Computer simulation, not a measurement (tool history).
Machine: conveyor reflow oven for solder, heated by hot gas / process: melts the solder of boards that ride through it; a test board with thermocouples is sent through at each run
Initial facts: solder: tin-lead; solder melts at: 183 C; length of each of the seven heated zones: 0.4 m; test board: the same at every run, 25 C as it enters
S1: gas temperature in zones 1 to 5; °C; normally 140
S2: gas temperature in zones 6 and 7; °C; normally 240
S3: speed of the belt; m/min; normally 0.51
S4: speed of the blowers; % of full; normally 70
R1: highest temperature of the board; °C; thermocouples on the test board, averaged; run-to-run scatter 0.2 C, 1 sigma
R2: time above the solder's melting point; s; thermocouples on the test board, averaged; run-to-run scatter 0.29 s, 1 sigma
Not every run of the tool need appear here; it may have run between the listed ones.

Run 1, hour 0: usual settings. Result: R1 221.9 °C, R2 75.7 s.
Run 2, hour 45.2: usual settings. Result: R1 222.1 °C, R2 75.6 s.
At hour 62.4: flux residue cleaned out of gas plates and filters.
Run 3, hour 101.7: usual settings. Result: R1 221.9 °C, R2 75.6 s.
Run 4, hour 166.1: usual settings. Result: R1 222 °C, R2 75.4 s.
Run 5, hour 238.5: usual settings. Result: R1 222.3 °C, R2 75.6 s.
At hour 281.6: flux residue cleaned out of gas plates and filters.
Run 6, hour 320: usual settings. Result: R1 222 °C, R2 75.6 s.
Run 7, hour 382.3: usual settings. Result: R1 222.2 °C, R2 75.8 s.
Run 8, hour 430.5: usual settings. Result: R1 221.4 °C, R2 75.8 s.
Run 9, hour 466.3: usual settings. Result: R1 221.6 °C, R2 75 s.
At hour 501.2: flux residue cleaned out of gas plates and filters.
Run 10, hour 554.9: usual settings but S4 80 % of full. Result: R1 224.9 °C, R2 78.4 s.
Run 11, hour 616.7: usual settings but S2 248 °C, S4 80 % of full. Result: R1 232.7 °C, R2 83.6 s.
Run 12, hour 675.8: usual settings but S2 248 °C, S4 80 % of full. Result: R1 232.4 °C, R2 83.1 s.
At hour 722.7: flux residue cleaned out of gas plates and filters.
At hour 739.2: belt drive overhauled, speed set with a stopwatch.
Run 13, hour 763.2: usual settings but S2 248 °C, S4 80 % of full. Result: R1 232.1 °C, R2 82.8 s.
Run 14, hour 839.4: usual settings but S1 132 °C, S2 230 °C, S4 80 % of full. Result: R1 214.8 °C, R2 66.4 s.
Run 15, hour 910.9: usual settings but S2 231 °C, S4 53 % of full. Result: R1 207.6 °C, R2 58.4 s.
At hour 949.7: flux residue cleaned out of gas plates and filters.
Run 16, hour 964.1: usual settings but S3 0.512 m/min, S4 57 % of full. Result: R1 216.5 °C, R2 69.3 s.
Run 17, hour 1007.8: usual settings but S3 0.512 m/min, S4 51 % of full. Result: R1 213.6 °C, R2 64.7 s.
Run 18, hour 1055.5: usual settings but S2 250 °C, S3 0.45 m/min, S4 51 % of full. Result: R1 227.1 °C, R2 90 s.
Run 19, hour 1102.8: usual settings but S1 128 °C, S2 250 °C, S3 0.45 m/min, S4 51 % of full. Result: R1 225.2 °C, R2 81.6 s.
At hour 1171.4: flux residue cleaned out of gas plates and filters.
Run 20, hour 1186.8: usual settings but S1 128 °C, S2 250 °C, S3 0.45 m/min, S4 51 % of full. Result: R1 224.7 °C, R2 81.7 s.
Run 21, hour 1265.8: usual settings but S3 0.467 m/min, S4 77 % of full. Result: R1 226.4 °C, R2 86.9 s.
Run 22, hour 1343.6: usual settings but S1 148 °C, S4 57 % of full. Result: R1 218.7 °C, R2 75.3 s.
At hour 1392.6: flux residue cleaned out of gas plates and filters.
Run 23, hour 1430: usual settings but S1 138 °C, S2 233 °C, S3 0.578 m/min, S4 60 % of full. Result: R1 207.2 °C, R2 50 s.
Run 24, hour 1480.2: usual settings but S1 126 °C, S4 84 % of full. Result: R1 224.1 °C, R2 72.1 s.
Run 25, hour 1565.2: usual settings but S1 126 °C, S4 84 % of full. Result: R1 224.2 °C, R2 72.6 s.

Here are 3 independent what-if runs from the current tool condition. What would each one return?
At hour 1613: flux residue cleaned out of gas plates and filters.
Run A, hour 1622.9: usual settings but S2 251 °C. Result: R1 ?, R2 ?.
At hour 1613: flux residue cleaned out of gas plates and filters.
Run B, hour 1622.9: usual settings but S4 68 % of full. Result: R1 ?, R2 ?.
At hour 1613: flux residue cleaned out of gas plates and filters.
Run C, hour 1622.9: usual settings but S1 153 °C, S3 0.411 m/min, S4 64 % of full. Result: R1 ?, R2 ?.

run     R1     R2
  A  231.5   83.4
  B  221.3   74.2
  C  228.1  107.8
With no hidden state in the tool, these same runs would have given:
run     R1     R2
  A  231.6   83.4
  B  221.4   74.2
  C  228.2  107.8

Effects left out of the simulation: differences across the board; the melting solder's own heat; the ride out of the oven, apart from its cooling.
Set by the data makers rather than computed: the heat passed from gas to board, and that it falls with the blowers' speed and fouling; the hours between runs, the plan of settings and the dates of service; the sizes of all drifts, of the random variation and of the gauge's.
